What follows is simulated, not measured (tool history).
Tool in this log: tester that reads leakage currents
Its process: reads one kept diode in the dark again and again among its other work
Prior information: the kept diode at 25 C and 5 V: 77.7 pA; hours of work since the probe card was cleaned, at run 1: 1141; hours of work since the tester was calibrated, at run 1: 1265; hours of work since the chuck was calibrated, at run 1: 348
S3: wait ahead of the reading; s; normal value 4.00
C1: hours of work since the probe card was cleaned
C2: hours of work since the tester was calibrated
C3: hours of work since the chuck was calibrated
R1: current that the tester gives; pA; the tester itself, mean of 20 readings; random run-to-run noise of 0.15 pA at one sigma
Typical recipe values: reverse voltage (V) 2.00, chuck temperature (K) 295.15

run 1 hour=0.0 | reverse_voltage_(V)=2.00 chuck_temperature_(K)=295.15 S3=4.00 | C1=1141 C2=1265 C3=348 | R1=50.77
run 2 hour=152.8 | reverse_voltage_(V)=2.00 chuck_temperature_(K)=295.15 S3=2.74 | C1=1228 C2=1352 C3=435 | R1=52.03
run 3 hour=334.7 | reverse_voltage_(V)=2.00 chuck_temperature_(K)=295.15 S3=2.74 | C1=1331 C2=1455 C3=538 | R1=52.63
run 4 hour=507.0 | reverse_voltage_(V)=2.00 chuck_temperature_(K)=295.15 S3=1.17 | C1=1429 C2=1553 C3=636 | R1=54.14
-- hour=614.6 chuck's temperature calibrated
run 5 hour=700.0 | reverse_voltage_(V)=2.00 chuck_temperature_(K)=295.15 S3=4.00 | C1=1537 C2=1661 C3=49 | R1=49.60
run 6 hour=852.7 | reverse_voltage_(V)=2.00 chuck_temperature_(K)=317.15 S3=4.00 | C1=1624 C2=1748 C3=135 | R1=222.84
run 7 hour=957.3 | reverse_voltage_(V)=13.50 chuck_temperature_(K)=317.15 S3=4.00 | C1=1684 C2=1808 C3=195 | R1=414.78
run 8 hour=1114.4 | reverse_voltage_(V)=13.50 chuck_temperature_(K)=317.15 S3=4.00 | C1=1773 C2=1897 C3=284 | R1=423.25
-- hour=1278.8 probe card cleaned and baked
run 9 hour=1301.8 | reverse_voltage_(V)=13.50 chuck_temperature_(K)=317.15 S3=4.00 | C1=13 C2=2002 C3=389 | R1=438.96
run 10 hour=1423.7 | reverse_voltage_(V)=13.50 chuck_temperature_(K)=317.15 S3=4.00 | C1=82 C2=2071 C3=458 | R1=447.94
run 11 hour=1558.3 | reverse_voltage_(V)=2.00 chuck_temperature_(K)=295.15 S3=4.00 | C1=159 C2=2147 C3=534 | R1=56.57
run 12 hour=1677.6 | reverse_voltage_(V)=2.00 chuck_temperature_(K)=295.15 S3=4.00 | C1=227 C2=2215 C3=602 | R1=57.33
-- hour=1854.4 chuck's temperature calibrated
run 13 hour=1862.7 | reverse_voltage_(V)=16.31 chuck_temperature_(K)=295.15 S3=4.00 | C1=331 C2=2319 C3=5 | R1=132.24
run 14 hour=1983.5 | reverse_voltage_(V)=16.31 chuck_temperature_(K)=295.15 S3=4.00 | C1=399 C2=2388 C3=73 | R1=133.41
run 15 hour=2143.7 | reverse_voltage_(V)=16.31 chuck_temperature_(K)=295.15 S3=4.00 | C1=490 C2=2479 C3=164 | R1=136.60
-- hour=2296.4 probe card cleaned and baked, once more
run 16 hour=2324.7 | reverse_voltage_(V)=2.00 chuck_temperature_(K)=313.15 S3=4.00 | C1=16 C2=2580 C3=265 | R1=172.45
run 17 hour=2491.3 | reverse_voltage_(V)=2.00 chuck_temperature_(K)=313.15 S3=4.00 | C1=111 C2=2674 C3=360 | R1=175.53
run 18 hour=2636.7 | reverse_voltage_(V)=2.00 chuck_temperature_(K)=313.15 S3=4.00 | C1=193 C2=2757 C3=443 | R1=176.52
run 19 hour=2800.8 | reverse_voltage_(V)=19.71 chuck_temperature_(K)=295.15 S3=4.00 | C1=286 C2=2850 C3=536 | R1=108.18
run 20 hour=2965.9 | reverse_voltage_(V)=19.71 chuck_temperature_(K)=295.15 S3=4.00 | C1=380 C2=2944 C3=630 | R1=111.48
run 21 hour=3069.8 | reverse_voltage_(V)=6.92 chuck_temperature_(K)=295.15 S3=2.30 | C1=439 C2=3003 C3=689 | R1=80.06
-- hour=3090.6 chuck's temperature calibrated
run 22 hour=3211.3 | reverse_voltage_(V)=6.96 chuck_temperature_(K)=308.15 S3=2.69 | C1=519 C2=3082 C3=69 | R1=176.72
run 23 hour=3384.5 | reverse_voltage_(V)=6.96 chuck_temperature_(K)=308.15 S3=2.69 | C1=617 C2=3181 C3=167 | R1=178.71
run 24 hour=3470.4 | reverse_voltage_(V)=1.23 chuck_temperature_(K)=298.15 S3=1.11 | C1=666 C2=3230 C3=216 | R1=52.02
run 25 hour=3660.3 | reverse_voltage_(V)=1.23 chuck_temperature_(K)=326.15 S3=0.93 | C1=774 C2=3337 C3=324 | R1=337.63
run 26 hour=3830.8 | reverse_voltage_(V)=12.09 chuck_temperature_(K)=296.15 S3=1.57 | C1=871 C2=3434 C3=420 | R1=101.17
run 27 hour=4004.4 | reverse_voltage_(V)=12.09 chuck_temperature_(K)=296.15 S3=1.57 | C1=969 C2=3533 C3=519 | R1=104.85
run 28 hour=4181.5 | reverse_voltage_(V)=2.48 chuck_temperature_(K)=324.15 S3=2.81 | C1=1070 C2=3634 C3=620 | R1=387.17
-- hour=4194.0 tester calibrated
run 29 hour=4293.0 | reverse_voltage_(V)=2.48 chuck_temperature_(K)=324.15 S3=2.81 | C1=1132 C2=56 C3=682 | R1=399.76
-- hour=4323.4 chuck's temperature calibrated
run 30 hour=4445.9 | reverse_voltage_(V)=2.98 chuck_temperature_(K)=324.15 S3=8.43 | C1=1218 C2=142 C3=70 | R1=390.84
run 31 hour=4629.2 | reverse_voltage_(V)=3.46 chuck_temperature_(K)=294.15 S3=0.67 | C1=1322 C2=246 C3=174 | R1=58.30
run 32 hour=4787.9 | reverse_voltage_(V)=2.00 chuck_temperature_(K)=321.15 S3=1.31 | C1=1412 C2=336 C3=264 | R1=295.83
run 33 hour=4914.9 | reverse_voltage_(V)=9.67 chuck_temperature_(K)=304.15 S3=3.15 | C1=1484 C2=408 C3=336 | R1=167.57
run 34 hour=5085.2 | reverse_voltage_(V)=4.70 chuck_temperature_(K)=304.15 S3=2.48 | C1=1581 C2=505 C3=433 | R1=133.15
run 35 hour=5292.2 | reverse_voltage_(V)=1.61 chuck_temperature_(K)=295.15 S3=4.00 | C1=1698 C2=623 C3=550 | R1=51.31
run 36 hour=5486.5 | reverse_voltage_(V)=1.61 chuck_temperature_(K)=295.15 S3=4.00 | C1=1809 C2=733 C3=661 | R1=52.12
-- hour=5559.1 chuck's temperature calibrated
-- hour=5596.5 probe card cleaned and baked
run 37 hour=5690.8 | reverse_voltage_(V)=6.64 chuck_temperature_(K)=313.15 S3=4.06 | C1=54 C2=846 C3=73 | R1=244.12

What if the next run were any one of these 4? Each begins from the tool's condition after run 37:
run A hour=5851.7 | reverse_voltage_(V)=2.00 chuck_temperature_(K)=295.15 S3=2.20 | C1=145 C2=938 C3=164 | R1=?
run B hour=5851.7 | reverse_voltage_(V)=4.83 chuck_temperature_(K)=295.15 S3=1.35 | C1=145 C2=938 C3=164 | R1=?
run C hour=5851.7 | reverse_voltage_(V)=16.68 chuck_temperature_(K)=298.15 S3=1.06 | C1=145 C2=938 C3=164 | R1=?
run D hour=5851.7 | reverse_voltage_(V)=1.68 chuck_temperature_(K)=328.15 S3=4.00 | C1=145 C2=938 C3=164 | R1=?

run=A R1=48.74
run=B R1=64.42
run=C R1=119.66
run=D R1=416.83
With no hidden state in the tool, these same runs would have given:
run=A R1=47.37
run=B R1=62.36
run=C R1=114.99
run=D R1=409.16
